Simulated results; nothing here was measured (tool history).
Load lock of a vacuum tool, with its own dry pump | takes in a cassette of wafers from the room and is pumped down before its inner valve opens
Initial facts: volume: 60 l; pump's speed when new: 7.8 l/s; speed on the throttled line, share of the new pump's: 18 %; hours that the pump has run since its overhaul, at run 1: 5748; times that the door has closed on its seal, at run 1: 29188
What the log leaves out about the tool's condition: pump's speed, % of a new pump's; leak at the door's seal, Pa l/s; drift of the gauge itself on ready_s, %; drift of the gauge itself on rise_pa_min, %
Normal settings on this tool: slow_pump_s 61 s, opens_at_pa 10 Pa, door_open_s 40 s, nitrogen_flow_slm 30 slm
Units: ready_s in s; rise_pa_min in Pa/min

run	hour	slow_pump_s	opens_at_pa	door_open_s	nitrogen_flow_slm	hours that the pump has run since its overhaul	times that the door has closed on its seal	incoming humidity of the room's air, %	ready_s	rise_pa_min
1	0	61	10	40	30	5748	29188	45.3	127.6	0.234
2	157.3	61	10	40	30	5905	29679	42.7	129.5	0.248
3	360.5	75	10	40	30	6108	30313	45.2	140.1	0.253
4	639.8	61	9	40	30	6388	31185	45	130.6	0.264
5	919.8	61	10	218	30	6667	32059	41.8	130.4	0.299
6	1085.1	61	10	68	30	6833	32575	43.4	131.6	0.29
7	1318.8	61	10	40	9	7067	33304	45.9	131.6	0.33
8	1544.5	61	10	40	9	7292	34008	45	131.1	0.33
9	1700.2	61	10	40	16	7448	34494	46.6	130.4	0.322
10	1882	61	10	40	16	7630	35062	46.5	130.8	0.334
11	2150	61	10	40	16	7898	35898	47.8	132.7	0.345
12	2367.4	85	10	40	30	8115	36576	44	149.6	0.34
13	2557	61	10	40	43	8305	37168	43.8	131.6	0.352
14	2796.8	61	10	40	43	8545	37916	43.9	133.4	0.364
15	3023.2	61	10	40	30	8771	38623	44.9	132.4	0.367
16	3230.6	61	10	40	30	8978	39270	48.3	133.6	0.39
17	3415.3	61	10	40	27	9163	39846	43.9	135.3	0.394
18	3633.1	61	10	40	27	9381	40526	47	134.5	0.413
19	3770.1	61	10	44	30	9518	40954	42.9	134.8	0.412
20	4045.5	61	10	108	6	9793	41813	43.2	133.9	0.471
21	4341.7	61	10	108	6	10089	42737	44.2	134.5	0.494
22	4517.8	106	7	61	7	10265	43287	43.6	176.1	0.476
23	4655.9	106	7	61	7	10404	43718	47	174.7	0.491
24	4921.6	98	14	61	7	10669	44547	44.9	161.3	0.511
25	5222.4	43	12	40	14	10970	45485	45.8	121	0.508
26	5457.2	43	12	40	14	11205	46218	44.6	120.5	0.519
27	5719.2	37	16	32	14	11467	47036	44.7	114.4	0.524
28	5972.1	90	18	216	14	11720	47825	48.1	151.9	0.571
29	6100.1	75	11	38	16	11848	48225	42.1	148.9	0.549
30	6345.8	63	11	38	7	12093	48991	46.9	137.9	0.583
31	6590.7	63	11	38	7	12338	49755	43.5	139.1	0.599
32	6804	61	9	40	5	12552	50421	45.9	140.8	0.611
33	7084.7	61	9	40	5	12832	51297	45.6	139.6	0.63
34	7208.6	46	9	55	40	12956	51684	46.6	128.8	0.628
35	7516.5	46	9	55	40	13264	52645	44.4	130.8	0.64
36	7805	46	9	55	40	13553	53545	45.3	129.8	0.634
37	8007.2	68	9	55	7	13755	54176	46.8	147.2	0.684
38	8256.5	41	10	40	15	14004	54954	46.2	125.6	0.684

For some of the steps in ready_s from one run to the next: how much would appear even if the tool had no hidden state, given the settings, what came in and random variation, and how much remains for the hidden state plus any gauge scatter that the measured result and the result without hidden state don't share?
Run 21 -> 22: slow_pump_s 61 -> 106, opens_at_pa 10 -> 7, door_open_s 108 -> 61, nitrogen_flow_slm 6 -> 7. ready_s +41.6 s: hidden state -0.5, all else +42.1.
Run 24 -> 25: slow_pump_s 98 -> 43, opens_at_pa 14 -> 12, door_open_s 61 -> 40, nitrogen_flow_slm 7 -> 14. ready_s -40.3 s: hidden state +3, all else -43.3.
Run 27 -> 28: slow_pump_s 37 -> 90, opens_at_pa 16 -> 18, door_open_s 32 -> 216. ready_s +37.5 s: hidden state -2.4, all else +39.9.
Run 28 -> 29: slow_pump_s 90 -> 75, opens_at_pa 18 -> 11, door_open_s 216 -> 38, nitrogen_flow_slm 14 -> 16. ready_s -3 s: hidden state +2.4, all else -5.4.
